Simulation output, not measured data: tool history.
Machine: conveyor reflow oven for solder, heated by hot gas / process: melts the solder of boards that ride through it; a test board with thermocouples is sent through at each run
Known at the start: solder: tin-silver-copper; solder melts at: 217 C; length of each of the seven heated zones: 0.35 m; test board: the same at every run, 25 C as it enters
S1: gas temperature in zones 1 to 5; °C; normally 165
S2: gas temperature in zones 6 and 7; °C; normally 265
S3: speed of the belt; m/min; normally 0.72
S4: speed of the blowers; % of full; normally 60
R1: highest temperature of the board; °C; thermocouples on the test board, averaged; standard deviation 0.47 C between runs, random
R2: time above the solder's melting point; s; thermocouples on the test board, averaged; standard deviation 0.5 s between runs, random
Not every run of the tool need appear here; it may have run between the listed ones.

{"run": 1, "hour": 0.0, "S1": 165, "S2": 265, "S3": 0.72, "S4": 60, "R1": 243, "R2": 34.6}
{"run": 2, "hour": 12.6, "S1": 165, "S2": 265, "S3": 0.72, "S4": 60, "R1": 243.5, "R2": 34.1}
{"run": 3, "hour": 18.6, "S1": 165, "S2": 265, "S3": 0.72, "S4": 60, "R1": 242.5, "R2": 33.9}
{"run": 4, "hour": 24.5, "S1": 165, "S2": 265, "S3": 0.72, "S4": 60, "R1": 242.9, "R2": 34}
{"run": 5, "hour": 33.4, "S1": 165, "S2": 265, "S3": 0.72, "S4": 60, "R1": 242.4, "R2": 33.8}
{"run": 6, "hour": 41.5, "S1": 165, "S2": 265, "S3": 0.72, "S4": 60, "R1": 242.8, "R2": 34.1}
{"run": 7, "hour": 53.5, "S1": 165, "S2": 265, "S3": 0.72, "S4": 60, "R1": 243, "R2": 34.3}
{"hour": 62.0, "done": "flux residue cleaned out of gas plates and filters"}
{"run": 8, "hour": 69.5, "S1": 165, "S2": 265, "S3": 0.72, "S4": 60, "R1": 242.8, "R2": 35.3}
{"run": 9, "hour": 76.8, "S1": 165, "S2": 265, "S3": 0.72, "S4": 60, "R1": 242.6, "R2": 34.3}
{"run": 10, "hour": 86.2, "S1": 165, "S2": 265, "S3": 0.72, "S4": 60, "R1": 243.9, "R2": 34.4}
{"run": 11, "hour": 97.2, "S1": 165, "S2": 265, "S3": 0.72, "S4": 60, "R1": 243, "R2": 33.9}
{"run": 12, "hour": 108.2, "S1": 165, "S2": 258, "S3": 0.72, "S4": 60, "R1": 236.8, "R2": 29.7}
{"run": 13, "hour": 121.5, "S1": 165, "S2": 258, "S3": 0.72, "S4": 60, "R1": 236.7, "R2": 29.5}
{"run": 14, "hour": 129.6, "S1": 165, "S2": 258, "S3": 0.72, "S4": 60, "R1": 237.7, "R2": 29.8}
{"run": 15, "hour": 141.0, "S1": 165, "S2": 258, "S3": 0.72, "S4": 60, "R1": 238.3, "R2": 28.9}
{"run": 16, "hour": 147.9, "S1": 165, "S2": 258, "S3": 0.72, "S4": 60, "R1": 236.8, "R2": 29.5}
{"run": 17, "hour": 155.5, "S1": 165, "S2": 273, "S3": 0.713, "S4": 83, "R1": 258.3, "R2": 45.3}
{"run": 18, "hour": 164.1, "S1": 153, "S2": 265, "S3": 0.72, "S4": 60, "R1": 240.9, "R2": 29.5}
{"run": 19, "hour": 173.6, "S1": 153, "S2": 265, "S3": 0.72, "S4": 53, "R1": 236.7, "R2": 25.2}
{"run": 20, "hour": 179.2, "S1": 165, "S2": 257, "S3": 0.699, "S4": 60, "R1": 237.1, "R2": 31.2}
{"run": 21, "hour": 185.3, "S1": 165, "S2": 257, "S3": 0.699, "S4": 60, "R1": 237.5, "R2": 30.5}
{"run": 22, "hour": 194.0, "S1": 165, "S2": 257, "S3": 0.699, "S4": 60, "R1": 237.9, "R2": 31.5}
{"run": 23, "hour": 200.6, "S1": 154, "S2": 259, "S3": 0.72, "S4": 60, "R1": 236.5, "R2": 25.9}
{"run": 24, "hour": 211.2, "S1": 154, "S2": 259, "S3": 0.72, "S4": 60, "R1": 236, "R2": 27}
{"run": 25, "hour": 219.0, "S1": 154, "S2": 259, "S3": 0.72, "S4": 60, "R1": 236.1, "R2": 25}
{"run": 26, "hour": 231.2, "S1": 176, "S2": 257, "S3": 0.72, "S4": 60, "R1": 238.2, "R2": 34.1}
{"run": 27, "hour": 238.3, "S1": 173, "S2": 265, "S3": 0.72, "S4": 69, "R1": 248.9, "R2": 41.4}
{"run": 28, "hour": 248.8, "S1": 173, "S2": 265, "S3": 0.696, "S4": 69, "R1": 249.2, "R2": 42.7}
{"run": 29, "hour": 260.1, "S1": 177, "S2": 273, "S3": 0.855, "S4": 59, "R1": 244.8, "R2": 30.7}
{"run": 30, "hour": 270.5, "S1": 165, "S2": 271, "S3": 0.754, "S4": 60, "R1": 246.4, "R2": 34.9}
{"run": 31, "hour": 283.5, "S1": 165, "S2": 271, "S3": 0.754, "S4": 60, "R1": 245.4, "R2": 34.1}

Branching from run 31: 3 alternative next runs. What would each branch give?
{"run": "A", "hour": 293.1, "S1": 178, "S2": 271, "S3": 0.754, "S4": 86, "R1": "?", "R2": "?"}
{"run": "B", "hour": 293.1, "S1": 165, "S2": 276, "S3": 0.6, "S4": 76, "R1": "?", "R2": "?"}
{"run": "C", "hour": 293.1, "S1": 165, "S2": 273, "S3": 0.767, "S4": 60, "R1": "?", "R2": "?"}

run=A R1=258 R2=45.3
run=B R1=264.6 R2=57.1
run=C R1=246.2 R2=34.2
The same runs, with their run-to-run variation unchanged, on a tool lacking any hidden condition would have given:
run=A R1=258.1 R2=45.3
run=B R1=264.7 R2=57.1
run=C R1=246.3 R2=34.3

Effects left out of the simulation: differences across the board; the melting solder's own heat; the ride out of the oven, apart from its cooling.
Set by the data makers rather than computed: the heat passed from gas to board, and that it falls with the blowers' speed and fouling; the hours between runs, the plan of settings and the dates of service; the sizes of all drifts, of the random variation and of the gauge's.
